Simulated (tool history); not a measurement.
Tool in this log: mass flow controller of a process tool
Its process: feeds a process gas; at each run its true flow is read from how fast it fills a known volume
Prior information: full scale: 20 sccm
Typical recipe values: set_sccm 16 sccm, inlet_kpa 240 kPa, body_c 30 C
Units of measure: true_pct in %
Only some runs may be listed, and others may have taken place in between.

run	hour	set_sccm	inlet_kpa	body_c	true_pct
1	0	16	240	30	98.59
2	65.2	16	240	30	98.54
3	182.2	16	240	30	98.59
4	281	16	240	30	98.51
5	378.3	7	240	30	97.55
6	449.1	7	240	30	97.43
7	563.7	13	240	30	98.25
8	637	19	228	22	99.05
9	711.2	19	228	22	98.9
# hour 717: controller's zero set anew
10	801.1	19	228	22	98.98
11	916.9	19	228	22	98.83
# hour 974.4: controller's zero set anew, once more
12	1005.8	19	228	22	99.6
13	1083.4	16	240	38	98.81

Subtracting, for every run, the result it would have given without the tool's unlogged condition from the measured result gives the following. The same run-to-run variation enters both numbers; the gauge's scatter may not:
What the log doesn't record here: flow at rest that the sensor doesn't see, % of full scale; true flow over the shown one, %; drift of the gauge itself on true_pct, %.
run	true_pct
1	-1.02
2	-1.03
3	-1.05
4	-1.07
5	-1.93
6	-1.95
7	-1.28
8	-1.03
9	-1.04
10	-1.13
11	-1.14
12	-0.48
13	-0.5
